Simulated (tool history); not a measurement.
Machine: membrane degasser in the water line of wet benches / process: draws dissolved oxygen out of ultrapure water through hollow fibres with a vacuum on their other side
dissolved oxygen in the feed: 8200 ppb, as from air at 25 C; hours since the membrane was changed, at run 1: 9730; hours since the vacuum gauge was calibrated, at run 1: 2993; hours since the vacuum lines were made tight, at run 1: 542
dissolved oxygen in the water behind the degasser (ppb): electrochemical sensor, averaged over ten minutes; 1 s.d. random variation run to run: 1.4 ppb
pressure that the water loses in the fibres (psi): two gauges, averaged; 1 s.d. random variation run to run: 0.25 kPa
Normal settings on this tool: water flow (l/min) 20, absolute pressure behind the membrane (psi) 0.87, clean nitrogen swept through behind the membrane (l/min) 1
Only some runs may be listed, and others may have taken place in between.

run	hour	water flow (l/min)	absolute pressure behind the membrane (psi)	clean nitrogen swept through behind the membrane (l/min)	hours since the membrane was changed	hours since the vacuum gauge was calibrated	hours since the vacuum lines were made tight	dissolved oxygen in the water behind the degasser (ppb)	pressure that the water loses in the fibres (psi)
1	0	20	0.87	1	9730	2993	542	151.1	10.788
2	156	20	0.87	1	9886	3149	698	153.7	10.849
3	293.8	28	0.87	1	10024	3286	836	272.5	15.093
4	474.9	28	0.87	1	10205	3468	1017	270.1	15.075
5	674.6	20	1.474	1	10405	3667	1216	334.1	10.889
6	864.5	20	0.87	1.72	10595	3857	1406	101.7	10.844
7	1031.9	20	0.87	1.72	10762	4025	1574	103.9	10.836
8	1250.1	20	0.87	1	10981	4243	1792	154.6	10.975
9	1406.1	20	0.87	1	11137	4399	1948	157.7	11
10	1611.7	20	0.87	1	11342	4604	2153	157.8	10.93
11	1798.2	20	0.87	1	11529	4791	2340	154.9	10.958
12	1986.8	29	0.76	1	11717	4979	2529	256.1	15.911
13	2178.5	29	0.76	1	11909	5171	2720	258.9	15.945
14	2294.6	22	0.87	1	12025	5287	2836	186.3	12.128
15	2495.5	17	0.524	2.44	12226	5488	3037	21.8	9.387
# hour 2509.9: vacuum gauge calibrated
16	2676.4	17	0.524	2.44	12406	167	3218	23.5	9.388
17	2846.6	17	0.524	2.44	12577	337	3388	24.4	9.448
18	3088.9	27	0.819	1	12819	579	3630	252.8	14.917
# hour 3226.2: vacuum gauge calibrated, once more
19	3325.8	27	0.819	1	13055	100	3867	239.7	14.978
# hour 3431.7: membrane cartridge changed
20	3431.7	27	0.819	1	0	201	3968	197.4	13.291
21	3559.7	21	1.334	1	128	330	4096	292.5	10.415

Forecast each of these 3 alternatives for the next run:
A	3724	18	0.611	0.64	292	494	4261	?	?
B	3724	13	0.87	1	292	494	4261	?	?
C	3724	16	1.896	1	292	494	4261	?	?

run	dissolved oxygen in the water behind the degasser (ppb)	pressure that the water loses in the fibres (psi)
A	69.4	8.898
B	86.1	6.408
C	350.3	7.928
What these runs would have given with no unlogged condition in the tool:
run	dissolved oxygen in the water behind the degasser (ppb)	pressure that the water loses in the fibres (psi)
A	68.2	8.875
B	84.3	6.392
C	345.2	7.907

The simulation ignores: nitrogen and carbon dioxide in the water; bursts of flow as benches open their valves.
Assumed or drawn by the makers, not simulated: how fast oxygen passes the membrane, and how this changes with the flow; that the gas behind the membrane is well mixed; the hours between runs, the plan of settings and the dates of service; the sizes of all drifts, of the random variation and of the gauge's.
